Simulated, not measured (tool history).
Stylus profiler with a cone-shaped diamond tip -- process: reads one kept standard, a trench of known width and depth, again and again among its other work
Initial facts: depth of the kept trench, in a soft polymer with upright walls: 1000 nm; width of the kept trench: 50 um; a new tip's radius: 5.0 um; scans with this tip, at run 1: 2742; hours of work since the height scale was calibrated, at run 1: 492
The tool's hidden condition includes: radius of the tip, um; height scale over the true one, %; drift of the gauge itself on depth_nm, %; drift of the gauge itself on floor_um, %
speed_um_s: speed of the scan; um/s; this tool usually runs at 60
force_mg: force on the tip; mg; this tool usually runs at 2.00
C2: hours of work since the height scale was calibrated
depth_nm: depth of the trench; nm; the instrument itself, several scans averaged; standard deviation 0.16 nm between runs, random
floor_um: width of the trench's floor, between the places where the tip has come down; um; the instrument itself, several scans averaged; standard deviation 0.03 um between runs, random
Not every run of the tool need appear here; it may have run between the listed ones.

Run 1, hour 0.0: usual settings; scans with this tip 2742; C2 492. Result: depth_nm 1006.39 nm, floor_um 43.67 um.
Run 2, hour 21.3: usual settings but force_mg 2.45 mg; scans with this tip 2807; C2 504. Result: depth_nm 1007.31 nm, floor_um 43.78 um.
Run 3, hour 56.9: usual settings but force_mg 2.45 mg; scans with this tip 2916; C2 524. Result: depth_nm 1007.16 nm, floor_um 43.67 um.
Run 4, hour 76.6: usual settings but force_mg 2.45 mg; scans with this tip 2976; C2 535. Result: depth_nm 1007.48 nm, floor_um 43.65 um.
Run 5, hour 94.9: usual settings but force_mg 2.45 mg; scans with this tip 3032; C2 545. Result: depth_nm 1007.18 nm, floor_um 43.64 um.
Run 6, hour 118.2: usual settings but force_mg 1.30 mg; scans with this tip 3103; C2 557. Result: depth_nm 1004.76 nm, floor_um 43.56 um.
Run 7, hour 136.7: usual settings but force_mg 1.30 mg; scans with this tip 3160; C2 567. Result: depth_nm 1004.83 nm, floor_um 43.64 um.
Run 8, hour 169.6: usual settings but force_mg 0.86 mg; scans with this tip 3261; C2 586. Result: depth_nm 1003.61 nm, floor_um 43.51 um.
Run 9, hour 197.6: usual settings; scans with this tip 3346; C2 601. Result: depth_nm 1006.21 nm, floor_um 43.63 um.
Run 10, hour 213.7: usual settings but force_mg 1.29 mg; scans with this tip 3395; C2 610. Result: depth_nm 1004.52 nm, floor_um 43.62 um.
Run 11, hour 230.6: usual settings but force_mg 4.95 mg; scans with this tip 3447; C2 619. Result: depth_nm 1011.31 nm, floor_um 43.83 um.
Run 12, hour 250.7: usual settings but force_mg 1.96 mg; scans with this tip 3508; C2 630. Result: depth_nm 1006.33 nm, floor_um 43.67 um.
Run 13, hour 270.6: usual settings but speed_um_s 73 um/s, force_mg 1.96 mg; scans with this tip 3569; C2 641. Result: depth_nm 1006.37 nm, floor_um 43.60 um.
Run 14, hour 296.5: usual settings but force_mg 3.91 mg; scans with this tip 3648; C2 655. Result: depth_nm 1009.80 nm, floor_um 43.75 um.
Run 15, hour 317.3: usual settings but force_mg 3.91 mg; scans with this tip 3712; C2 667. Result: depth_nm 1009.67 nm, floor_um 43.80 um.
Run 16, hour 332.6: usual settings but force_mg 3.91 mg; scans with this tip 3759; C2 675. Result: depth_nm 1009.88 nm, floor_um 43.75 um.
Run 17, hour 359.4: usual settings but force_mg 1.43 mg; scans with this tip 3841; C2 690. Result: depth_nm 1005.28 nm, floor_um 43.60 um.
Run 18, hour 391.0: usual settings; scans with this tip 3937; C2 707. Result: depth_nm 1006.10 nm, floor_um 43.69 um.
Run 19, hour 421.9: usual settings but speed_um_s 22 um/s, force_mg 5.20 mg; scans with this tip 4032; C2 724. Result: depth_nm 1011.78 nm, floor_um 43.90 um.
Run 20, hour 448.2: usual settings but speed_um_s 22 um/s, force_mg 5.20 mg; scans with this tip 4112; C2 738. Result: depth_nm 1011.88 nm, floor_um 43.89 um.
Run 21, hour 474.2: usual settings but force_mg 4.37 mg; scans with this tip 4191; C2 753. Result: depth_nm 1010.42 nm, floor_um 43.74 um.
Run 22, hour 506.8: usual settings but force_mg 4.37 mg; scans with this tip 4291; C2 771. Result: depth_nm 1010.46 nm, floor_um 43.78 um.
Run 23, hour 529.8: usual settings but force_mg 4.37 mg; scans with this tip 4361; C2 783. Result: depth_nm 1010.87 nm, floor_um 43.77 um.
Run 24, hour 551.6: usual settings but speed_um_s 34 um/s, force_mg 4.44 mg; scans with this tip 4428; C2 795. Result: depth_nm 1010.60 nm, floor_um 43.91 um.
Run 25, hour 588.0: usual settings but speed_um_s 21 um/s, force_mg 1.38 mg; scans with this tip 4539; C2 815. Result: depth_nm 1004.84 nm, floor_um 43.86 um.
Run 26, hour 620.7: usual settings but speed_um_s 19 um/s, force_mg 3.20 mg; scans with this tip 4639; C2 833. Result: depth_nm 1008.52 nm, floor_um 43.95 um.
Run 27, hour 644.5: usual settings but speed_um_s 52 um/s, force_mg 4.77 mg; scans with this tip 4712; C2 846. Result: depth_nm 1011.12 nm, floor_um 43.85 um.
Run 28, hour 671.7: usual settings but speed_um_s 23 um/s, force_mg 4.14 mg; scans with this tip 4795; C2 861. Result: depth_nm 1010.31 nm, floor_um 43.96 um.
Run 29, hour 694.6: usual settings but speed_um_s 27 um/s, force_mg 4.14 mg; scans with this tip 4865; C2 874. Result: depth_nm 1009.98 nm, floor_um 43.88 um.
Run 30, hour 720.8: usual settings but speed_um_s 46 um/s, force_mg 2.34 mg; scans with this tip 4945; C2 888. Result: depth_nm 1006.89 nm, floor_um 43.77 um.
Run 31, hour 753.7: usual settings but speed_um_s 107 um/s, force_mg 0.83 mg; scans with this tip 5046; C2 906. Result: depth_nm 1003.51 nm, floor_um 43.09 um.
Run 32, hour 785.3: usual settings but speed_um_s 15 um/s, force_mg 1.87 mg; scans with this tip 5142; C2 923. Result: depth_nm 1006.03 nm, floor_um 43.85 um.
Run 33, hour 803.2: usual settings but speed_um_s 61 um/s, force_mg 0.70 mg; scans with this tip 5197; C2 933. Result: depth_nm 1003.28 nm, floor_um 43.49 um.
Run 34, hour 840.0: usual settings but speed_um_s 186 um/s, force_mg 1.87 mg; scans with this tip 5309; C2 953. Result: depth_nm 1006.18 nm, floor_um 42.99 um.
Run 35, hour 875.8: usual settings but speed_um_s 186 um/s, force_mg 1.87 mg; scans with this tip 5419; C2 973. Result: depth_nm 1005.84 nm, floor_um 42.95 um.
Run 36, hour 901.7: usual settings but speed_um_s 186 um/s, force_mg 2.58 mg; scans with this tip 5498; C2 987. Result: depth_nm 1007.65 nm, floor_um 43.10 um.

Predict each of these 4 candidate next runs independently; none follows another, all start after run 36:
Run A, hour 920.8: usual settings but speed_um_s 125 um/s, force_mg 5.28 mg; scans with this tip 5556; C2 998. Result: depth_nm ?, floor_um ?.
Run B, hour 920.8: usual settings but speed_um_s 102 um/s; scans with this tip 5556; C2 998. Result: depth_nm ?, floor_um ?.
Run C, hour 920.8: usual settings but speed_um_s 25 um/s, force_mg 1.19 mg; scans with this tip 5556; C2 998. Result: depth_nm ?, floor_um ?.
Run D, hour 920.8: usual settings but speed_um_s 16 um/s, force_mg 2.58 mg; scans with this tip 5556; C2 998. Result: depth_nm ?, floor_um ?.

run  depth_nm  floor_um
  A   1011.94     43.58
  B   1006.50     43.43
  C   1004.41     43.81
  D   1007.37     43.87
The same runs, with their run-to-run variation unchanged, on a tool lacking any hidden condition would have given:
run  depth_nm  floor_um
  A   1011.93     43.59
  B   1006.50     43.44
  C   1004.40     43.82
  D   1007.36     43.89

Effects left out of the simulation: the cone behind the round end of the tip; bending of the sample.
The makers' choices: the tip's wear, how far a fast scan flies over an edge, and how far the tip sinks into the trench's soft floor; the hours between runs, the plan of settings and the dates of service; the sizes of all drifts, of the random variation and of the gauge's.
